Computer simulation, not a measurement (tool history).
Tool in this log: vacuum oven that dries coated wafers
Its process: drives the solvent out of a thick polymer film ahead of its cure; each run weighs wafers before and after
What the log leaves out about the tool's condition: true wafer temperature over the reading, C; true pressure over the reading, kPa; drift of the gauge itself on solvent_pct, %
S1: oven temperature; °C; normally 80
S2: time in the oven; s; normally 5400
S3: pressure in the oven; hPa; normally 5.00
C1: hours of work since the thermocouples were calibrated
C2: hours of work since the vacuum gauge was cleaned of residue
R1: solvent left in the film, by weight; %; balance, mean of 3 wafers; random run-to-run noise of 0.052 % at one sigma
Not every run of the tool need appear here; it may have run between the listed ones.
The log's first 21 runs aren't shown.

Run 22, hour 375.3: usual settings; C1 1665; C2 353. Result: R1 2.10 %.
Run 23, hour 400.3: usual settings but S3 3.29 hPa; C1 1676; C2 364. Result: R1 2.11 %.
Run 24, hour 424.7: usual settings but S1 95 °C, S3 15.87 hPa; C1 1688; C2 376. Result: R1 0.45 %.
Run 25, hour 449.2: usual settings but S1 95 °C, S2 4560 s, S3 2.84 hPa; C1 1699; C2 387. Result: R1 0.22 %.
Run 26, hour 466.9: usual settings but S1 95 °C, S2 4560 s, S3 2.84 hPa; C1 1707; C2 395. Result: R1 0.18 %.
Run 27, hour 488.1: usual settings but S1 95 °C, S2 4560 s, S3 2.84 hPa; C1 1717; C2 405. Result: R1 0.19 %.
Run 28, hour 507.4: usual settings but S3 4.97 hPa; C1 1726; C2 414. Result: R1 2.11 %.
Run 29, hour 526.2: usual settings but S3 4.97 hPa; C1 1735; C2 423. Result: R1 2.21 %.
Run 30, hour 549.2: usual settings but S1 82 °C, S2 2820 s, S3 6.10 hPa; C1 1745; C2 434. Result: R1 4.21 %.
Run 31, hour 567.8: usual settings but S1 75 °C, S2 6840 s; C1 1754; C2 442. Result: R1 2.84 %.
At hour 573.2: oven's thermocouples calibrated.
Run 32, hour 592.0: usual settings but S1 78 °C, S2 6840 s, S3 12.21 hPa; C1 9; C2 452. Result: R1 1.83 %.
Run 33, hour 615.9: usual settings but S1 66 °C, S2 3240 s, S3 2.99 hPa; C1 20; C2 464. Result: R1 8.77 %.
Run 34, hour 626.1: usual settings but S1 82 °C, S2 4260 s, S3 17.84 hPa; C1 25; C2 468. Result: R1 2.35 %.
Run 35, hour 637.1: usual settings but S1 68 °C, S2 3360 s, S3 17.84 hPa; C1 30; C2 473. Result: R1 8.76 %.
Run 36, hour 656.4: usual settings but S1 82 °C, S2 2880 s, S3 3.38 hPa; C1 39; C2 482. Result: R1 3.45 %.
Run 37, hour 671.7: usual settings but S2 3780 s, S3 12.32 hPa; C1 46; C2 489. Result: R1 3.31 %.
Run 38, hour 688.6: usual settings but S2 3780 s, S3 12.32 hPa; C1 54; C2 497. Result: R1 3.36 %.
Run 39, hour 709.5: usual settings but S1 68 °C, S2 3240 s, S3 12.12 hPa; C1 63; C2 507. Result: R1 8.55 %.
Run 40, hour 722.7: usual settings but S1 68 °C, S2 5580 s, S3 18.46 hPa; C1 69; C2 513. Result: R1 6.62 %.
Run 41, hour 739.9: usual settings but S1 74 °C, S2 3720 s, S3 18.46 hPa; C1 77; C2 521. Result: R1 5.96 %.
Run 42, hour 760.2: usual settings but S1 83 °C, S2 5640 s, S3 6.46 hPa; C1 87; C2 530. Result: R1 1.02 %.
Run 43, hour 776.4: usual settings but S1 83 °C, S2 5640 s, S3 6.46 hPa; C1 94; C2 538. Result: R1 1.04 %.
Run 44, hour 787.5: usual settings but S1 91 °C, S2 4260 s, S3 3.04 hPa; C1 99; C2 543. Result: R1 0.42 %.
Run 45, hour 803.1: usual settings but S1 90 °C, S3 4.79 hPa; C1 107; C2 550. Result: R1 0.21 %.
Run 46, hour 816.6: usual settings but S1 66 °C, S2 8940 s; C1 113; C2 557. Result: R1 4.63 %.

Each row is a separate what-if for the run after 46, all from the same tool condition, not one after another. Results?
Run A, hour 838.0: usual settings but S1 83 °C, S2 2760 s, S3 7.98 hPa; C1 123; C2 567. Result: R1 ?.
Run B, hour 838.0: usual settings but S1 66 °C, S2 8940 s, S3 7.89 hPa; C1 123; C2 567. Result: R1 ?.
Run C, hour 838.0: usual settings but S2 4320 s, S3 16.91 hPa; C1 123; C2 567. Result: R1 ?.
Run D, hour 838.0: usual settings but S1 89 °C; C1 123; C2 567. Result: R1 ?.
Run E, hour 838.0: usual settings but S1 78 °C, S2 8940 s, S3 9.41 hPa; C1 123; C2 567. Result: R1 ?.

run    R1
  A  3.52
  B  4.95
  C  3.06
  D  0.48
  E  1.02
With the hidden condition removed and each run's random variation left untouched, the same runs would have given:
run    R1
  A  3.25
  B  4.58
  C  2.79
  D  0.38
  E  0.82
